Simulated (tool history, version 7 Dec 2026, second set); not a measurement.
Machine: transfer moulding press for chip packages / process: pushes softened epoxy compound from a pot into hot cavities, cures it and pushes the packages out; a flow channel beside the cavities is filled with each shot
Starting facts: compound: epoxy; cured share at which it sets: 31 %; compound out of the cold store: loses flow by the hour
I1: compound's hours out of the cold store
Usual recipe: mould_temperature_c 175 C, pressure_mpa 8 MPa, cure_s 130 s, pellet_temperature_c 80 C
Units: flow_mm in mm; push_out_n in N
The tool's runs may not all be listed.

Run 1, hour 0: usual settings; I1 8.6. Result: flow_mm 691 mm, push_out_n 572 N.
Run 2, hour 20.2: usual settings but pressure_mpa 9.99 MPa; I1 37.4. Result: flow_mm 676 mm, push_out_n 622 N.
At hour 33.7: cavities cleaned with cleaning compound and waxed.
At hour 39.4: plunger's sealing rings changed.
Run 3, hour 54.8: usual settings but pressure_mpa 9.99 MPa; I1 19.1. Result: flow_mm 773 mm, push_out_n 473 N.
Run 4, hour 85: usual settings but pressure_mpa 9.99 MPa; I1 39.7. Result: flow_mm 699 mm, push_out_n 589 N.
At hour 112.4: cavities cleaned with cleaning compound and waxed.
Run 5, hour 127: usual settings but mould_temperature_c 176 C, pressure_mpa 9.99 MPa; I1 26.4. Result: flow_mm 740 mm, push_out_n 446 N.
Run 6, hour 169.8: usual settings; I1 10.6. Result: flow_mm 709 mm, push_out_n 651 N.
At hour 188.7: cavities cleaned with cleaning compound and waxed.
Run 7, hour 201.5: usual settings; I1 19.3. Result: flow_mm 681 mm, push_out_n 446 N.
Run 8, hour 235.5: usual settings but pressure_mpa 6.59 MPa, pellet_temperature_c 78 C; I1 35.8. Result: flow_mm 561 mm, push_out_n 601 N.
At hour 264: cavities cleaned with cleaning compound and waxed.
Run 9, hour 264: usual settings but mould_temperature_c 179 C, pressure_mpa 6.42 MPa, pellet_temperature_c 71 C; I1 46.3. Result: flow_mm 532 mm, push_out_n 321 N.
Run 10, hour 306.1: usual settings but mould_temperature_c 172 C, pressure_mpa 8.73 MPa, cure_s 161 s, pellet_temperature_c 89 C; I1 31.3. Result: flow_mm 661 mm, push_out_n 500 N.
At hour 319: mould's thermocouples calibrated.
At hour 341.6: cavities cleaned with cleaning compound and waxed.
Run 11, hour 354: usual settings but mould_temperature_c 172 C, pressure_mpa 8.73 MPa, cure_s 161 s, pellet_temperature_c 89 C; I1 36.6. Result: flow_mm 637 mm, push_out_n 389 N.
At hour 363.9: plunger's sealing rings changed.
Run 12, hour 401.3: usual settings but mould_temperature_c 182 C, cure_s 159 s; I1 41.9. Result: flow_mm 611 mm, push_out_n 498 N.
At hour 420.1: cavities cleaned with cleaning compound and waxed.
Run 13, hour 433.6: usual settings but pressure_mpa 7.51 MPa, pellet_temperature_c 84 C; I1 38.8. Result: flow_mm 609 mm, push_out_n 420 N.

Pick out some run-to-run changes in flow_mm. Of each, how much would a tool without hidden state show as well, from the settings, what came in and chance, and how much is left for the hidden state and any gauge scatter not in both results compared?
What the log doesn't record here: true mould temperature over the reading, C; pressure that reaches the compound, % of what is set; grip of the stained cavities, % over clean ones'; drift of the gauge itself on flow_mm, %; drift of the gauge itself on push_out_n, %.
Run 2 -> 3: cavities cleaned with cleaning compound and waxed, plunger's sealing rings changed. flow_mm +97 mm: hidden state +40, all else +57.
Run 9 -> 10: mould_temperature_c 179 -> 172, pressure_mpa 6.42 -> 8.73, cure_s 130 -> 161, pellet_temperature_c 71 -> 89. flow_mm +129 mm: hidden state -9, all else +138.
